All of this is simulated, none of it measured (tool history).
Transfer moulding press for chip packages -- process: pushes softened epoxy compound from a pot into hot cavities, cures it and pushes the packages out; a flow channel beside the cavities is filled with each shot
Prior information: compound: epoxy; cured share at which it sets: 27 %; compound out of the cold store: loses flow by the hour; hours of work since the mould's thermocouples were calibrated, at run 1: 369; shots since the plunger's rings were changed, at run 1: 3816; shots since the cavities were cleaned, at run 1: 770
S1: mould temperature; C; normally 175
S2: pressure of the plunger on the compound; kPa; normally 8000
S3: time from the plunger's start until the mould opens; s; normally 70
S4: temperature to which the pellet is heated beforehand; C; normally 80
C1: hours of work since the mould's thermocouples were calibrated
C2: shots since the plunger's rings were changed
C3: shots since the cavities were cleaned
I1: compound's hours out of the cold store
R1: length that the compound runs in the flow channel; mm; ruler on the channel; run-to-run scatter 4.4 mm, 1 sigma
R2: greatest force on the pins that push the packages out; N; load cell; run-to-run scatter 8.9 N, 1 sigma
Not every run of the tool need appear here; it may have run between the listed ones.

Run 1, hour 0: usual settings; C1 369; C2 3816; C3 770; I1 35.7. Result: R1 792 mm, R2 728 N.
At hour 23.5: cavities cleaned with cleaning compound and waxed.
At hour 64.7: plunger's sealing rings changed.
Run 2, hour 81.4: usual settings; C1 410; C2 220; C3 729; I1 26.8. Result: R1 876 mm, R2 940 N.
At hour 109.5: cavities cleaned with cleaning compound and waxed.
Run 3, hour 122.7: usual settings; C1 432; C2 743; C3 173; I1 12.8. Result: R1 969 mm, R2 526 N.
Run 4, hour 186: usual settings; C1 465; C2 1576; C3 1006; I1 46.5. Result: R1 750 mm, R2 793 N.
At hour 194.1: cavities cleaned with cleaning compound and waxed.
Run 5, hour 259.2: usual settings; C1 504; C2 2519; C3 856; I1 44.2. Result: R1 756 mm, R2 779 N.
At hour 273.6: cavities cleaned with cleaning compound and waxed.
Run 6, hour 303.8: usual settings but S3 50 s; C1 527; C2 3086; C3 398; I1 32.8. Result: R1 813 mm, R2 1236 N.
At hour 322: cavities cleaned with cleaning compound and waxed, once more.
Run 7, hour 353: usual settings but S4 85 C; C1 552; C2 3714; C3 409; I1 26.9. Result: R1 849 mm, R2 649 N.
At hour 401.8: cavities cleaned with cleaning compound and waxed.
At hour 423.1: plunger's sealing rings changed.
Run 8, hour 438.8: usual settings; C1 596; C2 206; C3 453; I1 19.4. Result: R1 925 mm, R2 699 N.
Run 9, hour 479.9: usual settings but S3 80 s; C1 618; C2 747; C3 994; I1 26.7. Result: R1 871 mm, R2 710 N.
At hour 488.1: cavities cleaned with cleaning compound and waxed.
Run 10, hour 530.8: usual settings but S3 80 s; C1 644; C2 1397; C3 562; I1 11.8. Result: R1 972 mm, R2 622 N.
At hour 572.1: cavities cleaned with cleaning compound and waxed.
Run 11, hour 587.1: usual settings; C1 673; C2 2118; C3 198; I1 8.3. Result: R1 993 mm, R2 610 N.
Run 12, hour 642.1: usual settings but S4 72 C; C1 702; C2 2842; C3 922; I1 39.3. Result: R1 782 mm, R2 835 N.
At hour 655.5: cavities cleaned with cleaning compound and waxed.
Run 13, hour 707.4: usual settings but S4 72 C; C1 736; C2 3680; C3 682; I1 41.5. Result: R1 761 mm, R2 732 N.
At hour 720.4: mould's thermocouples calibrated.
At hour 738.2: cavities cleaned with cleaning compound and waxed.
Run 14, hour 776.4: usual settings but S3 75 s, S4 74 C; C1 29; C2 4543; C3 503; I1 19.8. Result: R1 880 mm, R2 621 N.
At hour 783.9: plunger's sealing rings changed.
At hour 819.6: cavities cleaned with cleaning compound and waxed.
Run 15, hour 835.3: usual settings but S3 75 s, S4 74 C; C1 58; C2 657; C3 208; I1 33.5. Result: R1 825 mm, R2 490 N.
Run 16, hour 891.9: usual settings but S1 174 C, S4 71 C; C1 89; C2 1401; C3 952; I1 16.3. Result: R1 940 mm, R2 789 N.
At hour 899.7: cavities cleaned with cleaning compound and waxed.
At hour 978.5: cavities cleaned with cleaning compound and waxed.
Run 17, hour 978.5: usual settings but S1 179 C, S3 82 s, S4 71 C; C1 133; C2 2501; C3 0; I1 46.3. Result: R1 726 mm, R2 339 N.
Run 18, hour 1050.9: usual settings but S1 169 C, S3 74 s; C1 172; C2 3453; C3 952; I1 13.1. Result: R1 961 mm, R2 1035 N.
At hour 1057.2: cavities cleaned with cleaning compound and waxed.
Run 19, hour 1106.1: usual settings but S1 181 C, S3 88 s; C1 200; C2 4159; C3 643; I1 26.3. Result: R1 825 mm, R2 565 N.
At hour 1139.9: plunger's sealing rings changed.
At hour 1141.4: cavities cleaned with cleaning compound and waxed.
Run 20, hour 1156: usual settings but S1 171 C, S2 8800 kPa, S3 85 s, S4 84 C; C1 225; C2 192; C3 192; I1 44.1. Result: R1 818 mm, R2 471 N.
At hour 1222.4: cavities cleaned with cleaning compound and waxed.
Run 21, hour 1222.4: usual settings but S1 173 C, S2 8800 kPa, S3 85 s, S4 84 C; C1 259; C2 1045; C3 0; I1 13.3. Result: R1 1013 mm, R2 362 N.
Run 22, hour 1290.9: usual settings but S1 182 C, S2 8130 kPa, S4 87 C; C1 296; C2 1946; C3 901; I1 15. Result: R1 913 mm, R2 657 N.
At hour 1303.6: cavities cleaned with cleaning compound and waxed.
Run 23, hour 1330.8: usual settings but S2 7860 kPa; C1 316; C2 2452; C3 358; I1 12.9. Result: R1 940 mm, R2 595 N.
At hour 1387.9: cavities cleaned with cleaning compound and waxed.
Run 24, hour 1405.6: usual settings but S2 7860 kPa; C1 356; C2 3416; C3 232; I1 15.4. Result: R1 919 mm, R2 564 N.
Run 25, hour 1456.6: usual settings but S2 7860 kPa; C1 383; C2 4088; C3 904; I1 47.4. Result: R1 716 mm, R2 752 N.
At hour 1468.6: cavities cleaned with cleaning compound and waxed.
At hour 1497.1: plunger's sealing rings changed.
Run 26, hour 1508: usual settings but S2 7860 kPa; C1 408; C2 144; C3 485; I1 17.5. Result: R1 933 mm, R2 642 N.

Hidden condition of the tool, last listed run before each entry between runs versus first listed run after:
In the gap between runs 1 and 2: cavities cleaned with cleaning compound and waxed (hour 23.5); plunger's sealing rings changed (hour 64.7)
  true mould temperature over the reading, C: -0.85 -> -0.96; pressure that reaches the compound, % of what is set: 93.16 -> 99.45; grip of the stained cavities, % over clean ones': 90.7 -> 132.6
  the result without the hidden state subtracted from the measured one, R1: -26 -> +1 mm; R2: +361 -> +554 N
In the gap between runs 2 and 3: cavities cleaned with cleaning compound and waxed (hour 109.5)
  true mould temperature over the reading, C: -0.96 -> -1; pressure that reaches the compound, % of what is set: 99.45 -> 98.47; grip of the stained cavities, % over clean ones': 132.6 -> 27.5
  the result without the hidden state subtracted from the measured one, R1: +1 -> -3 mm; R2: +554 -> +134 N
In the gap between runs 4 and 5: cavities cleaned with cleaning compound and waxed (hour 194.1)
  true mould temperature over the reading, C: -1.08 -> -1.17; pressure that reaches the compound, % of what is set: 97.14 -> 95.53; grip of the stained cavities, % over clean ones': 101 -> 96.9
  the result without the hidden state subtracted from the measured one, R1: -7 -> -14 mm; R2: +414 -> +405 N
In the gap between runs 5 and 6: cavities cleaned with cleaning compound and waxed (hour 273.6)
  true mould temperature over the reading, C: -1.17 -> -1.23; pressure that reaches the compound, % of what is set: 95.53 -> 94.57; grip of the stained cavities, % over clean ones': 96.9 -> 56
  the result without the hidden state subtracted from the measured one, R1: -14 -> -19 mm; R2: +405 -> +511 N
In the gap between runs 6 and 7: cavities cleaned with cleaning compound and waxed, once more (hour 322)
  true mould temperature over the reading, C: -1.23 -> -1.29; pressure that reaches the compound, % of what is set: 94.57 -> 93.4; grip of the stained cavities, % over clean ones': 56 -> 60.1
  the result without the hidden state subtracted from the measured one, R1: -19 -> -25 mm; R2: +511 -> +266 N
In the gap between runs 7 and 8: cavities cleaned with cleaning compound and waxed (hour 401.8); plunger's sealing rings changed (hour 423.1)
  true mould temperature over the reading, C: -1.29 -> -1.38; pressure that reaches the compound, % of what is set: 93.4 -> 99.68; grip of the stained cavities, % over clean ones': 60.1 -> 67.6
  the result without the hidden state subtracted from the measured one, R1: -25 -> +3 mm; R2: +266 -> +310 N
In the gap between runs 9 and 10: cavities cleaned with cleaning compound and waxed (hour 488.1)
  true mould temperature over the reading, C: -1.43 -> -1.5; pressure that reaches the compound, % of what is set: 98.64 -> 97.51; grip of the stained cavities, % over clean ones': 100.1 -> 74
  the result without the hidden state subtracted from the measured one, R1: -1 -> -6 mm; R2: +370 -> +280 N
In the gap between runs 10 and 11: cavities cleaned with cleaning compound and waxed (hour 572.1)
  true mould temperature over the reading, C: -1.5 -> -1.56; pressure that reaches the compound, % of what is set: 97.51 -> 96.13; grip of the stained cavities, % over clean ones': 74 -> 38.8
  the result without the hidden state subtracted from the measured one, R1: -6 -> -13 mm; R2: +280 -> +207 N
In the gap between runs 12 and 13: cavities cleaned with cleaning compound and waxed (hour 655.5)
  true mould temperature over the reading, C: -1.63 -> -1.71; pressure that reaches the compound, % of what is set: 94.77 -> 93.37; grip of the stained cavities, % over clean ones': 100.3 -> 84.5
  the result without the hidden state subtracted from the measured one, R1: -16 -> -22 mm; R2: +447 -> +368 N
In the gap between runs 13 and 14: mould's thermocouples calibrated (hour 720.4); cavities cleaned with cleaning compound and waxed (hour 738.2)
  true mould temperature over the reading, C: -1.71 -> 0.21; pressure that reaches the compound, % of what is set: 93.37 -> 91.93; grip of the stained cavities, % over clean ones': 84.5 -> 72.6
  the result without the hidden state subtracted from the measured one, R1: -22 -> -38 mm; R2: +368 -> +263 N
In the gap between runs 14 and 15: plunger's sealing rings changed (hour 783.9); cavities cleaned with cleaning compound and waxed (hour 819.6)
  true mould temperature over the reading, C: 0.21 -> 0.14; pressure that reaches the compound, % of what is set: 91.93 -> 98.59; grip of the stained cavities, % over clean ones': 72.6 -> 34.9
  the result without the hidden state subtracted from the measured one, R1: -38 -> -6 mm; R2: +263 -> +122 N
In the gap between runs 16 and 17: cavities cleaned with cleaning compound and waxed (hour 899.7); cavities cleaned with cleaning compound and waxed (hour 978.5)
  true mould temperature over the reading, C: 0.07 -> -0.05; pressure that reaches the compound, % of what is set: 97.28 -> 95.31; grip of the stained cavities, % over clean ones': 99 -> 0.4
  the result without the hidden state subtracted from the measured one, R1: -13 -> -18 mm; R2: +389 -> +1 N
In the gap between runs 18 and 19: cavities cleaned with cleaning compound and waxed (hour 1057.2)
  true mould temperature over the reading, C: -0.14 -> -0.19; pressure that reaches the compound, % of what is set: 93.67 -> 92.52; grip of the stained cavities, % over clean ones': 95.6 -> 77.2
  the result without the hidden state subtracted from the measured one, R1: -31 -> -32 mm; R2: +513 -> +249 N
In the gap between runs 19 and 20: plunger's sealing rings changed (hour 1139.9); cavities cleaned with cleaning compound and waxed (hour 1141.4)
  true mould temperature over the reading, C: -0.19 -> -0.25; pressure that reaches the compound, % of what is set: 92.52 -> 99.41; grip of the stained cavities, % over clean ones': 77.2 -> 33.4
  the result without the hidden state subtracted from the measured one, R1: -32 -> -2 mm; R2: +249 -> +122 N
In the gap between runs 20 and 21: cavities cleaned with cleaning compound and waxed (hour 1222.4)
  true mould temperature over the reading, C: -0.25 -> -0.33; pressure that reaches the compound, % of what is set: 99.41 -> 98.03; grip of the stained cavities, % over clean ones': 33.4 -> 3.8
  the result without the hidden state subtracted from the measured one, R1: -2 -> -8 mm; R2: +122 -> +16 N
In the gap between runs 22 and 23: cavities cleaned with cleaning compound and waxed (hour 1303.6)
  true mould temperature over the reading, C: -0.42 -> -0.47; pressure that reaches the compound, % of what is set: 96.39 -> 95.56; grip of the stained cavities, % over clean ones': 94.4 -> 52.3
  the result without the hidden state subtracted from the measured one, R1: -16 -> -20 mm; R2: +320 -> +213 N
In the gap between runs 23 and 24: cavities cleaned with cleaning compound and waxed (hour 1387.9)
  true mould temperature over the reading, C: -0.47 -> -0.56; pressure that reaches the compound, % of what is set: 95.56 -> 93.89; grip of the stained cavities, % over clean ones': 52.3 -> 38.2
  the result without the hidden state subtracted from the measured one, R1: -20 -> -27 mm; R2: +213 -> +165 N
In the gap between runs 25 and 26: cavities cleaned with cleaning compound and waxed (hour 1468.6); plunger's sealing rings changed (hour 1497.1)
  true mould temperature over the reading, C: -0.62 -> -0.69; pressure that reaches the compound, % of what is set: 92.63 -> 99.2; grip of the stained cavities, % over clean ones': 97.3 -> 66.8
  the result without the hidden state subtracted from the measured one, R1: -26 -> -1 mm; R2: +379 -> +271 N

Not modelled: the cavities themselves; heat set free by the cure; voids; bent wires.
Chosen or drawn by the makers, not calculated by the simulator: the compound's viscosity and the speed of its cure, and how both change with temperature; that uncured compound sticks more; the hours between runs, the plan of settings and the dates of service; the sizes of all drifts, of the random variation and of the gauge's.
